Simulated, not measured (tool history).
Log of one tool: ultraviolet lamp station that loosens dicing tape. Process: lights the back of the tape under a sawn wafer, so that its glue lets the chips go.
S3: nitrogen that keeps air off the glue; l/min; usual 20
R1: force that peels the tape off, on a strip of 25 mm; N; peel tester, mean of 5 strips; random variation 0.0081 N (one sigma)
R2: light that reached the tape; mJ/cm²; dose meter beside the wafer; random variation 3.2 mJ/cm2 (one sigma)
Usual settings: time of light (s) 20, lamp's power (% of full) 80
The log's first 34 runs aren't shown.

run 35 hour=1163.3 | time_of_light_(s)=15 lamp's_power_(%_of_full)=65 S3=14 | R1=1.29 R2=270
run 36 hour=1203.8 | time_of_light_(s)=34 lamp's_power_(%_of_full)=65 S3=19 | R1=0.26 R2=600
run 37 hour=1228.2 | time_of_light_(s)=34 lamp's_power_(%_of_full)=65 S3=19 | R1=0.274 R2=581
run 38 hour=1257.5 | time_of_light_(s)=34 lamp's_power_(%_of_full)=65 S3=19 | R1=0.272 R2=583
run 39 hour=1302.1 | time_of_light_(s)=10 lamp's_power_(%_of_full)=80 S3=14 | R1=2.108 R2=204
run 40 hour=1338 | time_of_light_(s)=10 lamp's_power_(%_of_full)=80 S3=14 | R1=2.139 R2=202
run 41 hour=1363.4 | time_of_light_(s)=20 lamp's_power_(%_of_full)=80 S3=6 | R1=1.007 R2=400
run 42 hour=1409 | time_of_light_(s)=20 lamp's_power_(%_of_full)=80 S3=6 | R1=1.059 R2=396
run 43 hour=1442.4 | time_of_light_(s)=16 lamp's_power_(%_of_full)=70 S3=14 | R1=1.291 R2=275

4 ways to go on from here, each from the tool as it stands after run 43. What would each give?
run A hour=1474.3 | time_of_light_(s)=19 lamp's_power_(%_of_full)=80 S3=20 | R1=? R2=?
run B hour=1474.3 | time_of_light_(s)=11 lamp's_power_(%_of_full)=85 S3=12 | R1=? R2=?
run C hour=1474.3 | time_of_light_(s)=29 lamp's_power_(%_of_full)=67 S3=15 | R1=? R2=?
run D hour=1474.3 | time_of_light_(s)=16 lamp's_power_(%_of_full)=70 S3=21 | R1=? R2=?

run=A R1=0.575 R2=367
run=B R1=2.026 R2=222
run=C R1=0.412 R2=466
run=D R1=1.031 R2=267
Without the tool's hidden state the same runs would have given:
run=A R1=0.347 R2=477
run=B R1=1.261 R2=289
run=C R1=0.276 R2=608
run=D R1=0.589 R2=347

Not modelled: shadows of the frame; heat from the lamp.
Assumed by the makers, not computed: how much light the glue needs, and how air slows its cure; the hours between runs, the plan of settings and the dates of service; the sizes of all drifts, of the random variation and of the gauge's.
